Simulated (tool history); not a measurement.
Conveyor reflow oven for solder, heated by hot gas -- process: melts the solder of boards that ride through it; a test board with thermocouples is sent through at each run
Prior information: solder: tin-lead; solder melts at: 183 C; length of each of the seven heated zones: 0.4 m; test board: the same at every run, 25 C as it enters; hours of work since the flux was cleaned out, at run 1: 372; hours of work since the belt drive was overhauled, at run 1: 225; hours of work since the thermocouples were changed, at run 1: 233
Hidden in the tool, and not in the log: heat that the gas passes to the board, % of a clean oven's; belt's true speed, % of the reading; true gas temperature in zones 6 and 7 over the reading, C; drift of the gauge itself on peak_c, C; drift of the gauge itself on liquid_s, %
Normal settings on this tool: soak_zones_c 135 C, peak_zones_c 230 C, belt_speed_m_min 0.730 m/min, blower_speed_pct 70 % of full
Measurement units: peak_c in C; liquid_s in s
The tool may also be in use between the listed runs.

run	hour	soak_zones_c	peak_zones_c	belt_speed_m_min	blower_speed_pct	hours of work since the flux was cleaned out	hours of work since the belt drive was overhauled	hours of work since the thermocouples were changed	peak_c	liquid_s
1	0.0	135	230	0.730	70	372	225	233	213.3	46.4
2	6.6	135	230	0.730	70	375	228	236	213.4	46.3
3	18.6	136	230	0.730	70	381	234	242	214.1	46.6
4	25.3	134	230	0.730	70	385	238	245	213.5	45.3
5	38.2	134	230	0.730	70	391	244	252	213.5	45.8
6	47.1	134	230	0.730	70	396	249	256	213.2	45.2
7	58.1	128	230	0.730	70	401	254	262	212.6	42.6
8	66.4	128	230	0.730	70	405	258	266	212.4	43.2
9	77.3	128	230	0.730	70	411	264	271	212.0	43.2
10	90.3	135	230	0.879	70	417	270	278	206.8	31.8
11	99.3	135	230	0.879	70	422	275	283	206.7	32.8
12	106.1	135	230	0.879	70	425	278	286	206.8	31.8
13	118.9	135	230	0.730	70	432	285	292	213.7	46.0
# hour 123.5: belt drive overhauled, speed set with a stopwatch
14	135.0	146	230	0.730	70	438	6	298	215.8	50.9
15	145.6	146	230	0.730	70	443	11	304	215.4	52.1
16	153.2	146	230	0.730	70	447	15	308	215.5	51.4
17	162.5	145	245	0.626	74	452	20	312	233.1	71.0
# hour 174.3: belt drive overhauled, speed set with a stopwatch, once more
18	177.6	150	245	0.626	54	457	2	318	231.1	71.3
19	187.6	150	227	0.626	56	462	7	323	215.4	61.3
20	197.1	150	227	0.626	56	467	12	328	215.4	61.0
21	208.8	150	227	0.626	56	473	17	334	215.3	61.3
# hour 222.3: flux residue cleaned out of gas plates and filters
22	225.8	150	227	0.626	56	2	23	340	216.3	62.9
23	236.5	150	227	0.626	56	7	29	345	216.9	63.0
24	245.1	146	227	0.856	54	12	33	349	207.1	36.2
25	250.5	134	227	0.856	69	14	36	352	207.7	34.1
26	258.5	134	219	0.856	60	18	40	356	199.0	26.0
27	266.1	134	219	0.856	60	22	44	360	199.0	26.1
28	274.6	135	230	0.608	70	26	48	364	220.7	62.6
29	280.0	135	230	0.608	70	29	51	367	220.5	62.3
30	285.7	135	230	0.608	70	32	54	370	220.5	62.6
31	291.0	135	230	0.608	70	35	56	373	220.4	62.1
32	300.1	135	230	0.608	70	39	61	377	220.3	62.3

3 ways to go on from here, each from the tool as it stands after run 32. What would each give?
A	311.2	145	230	0.605	51	45	66	383	?	?
B	311.2	146	224	0.671	70	45	66	383	?	?
C	311.2	135	233	0.608	70	45	66	383	?	?

run	peak_c	liquid_s
A	219.1	64.4
B	214.0	54.9
C	223.1	63.1
Without the tool's hidden state the same runs would have given:
run	peak_c	liquid_s
A	218.9	64.3
B	213.8	54.8
C	222.9	63.1
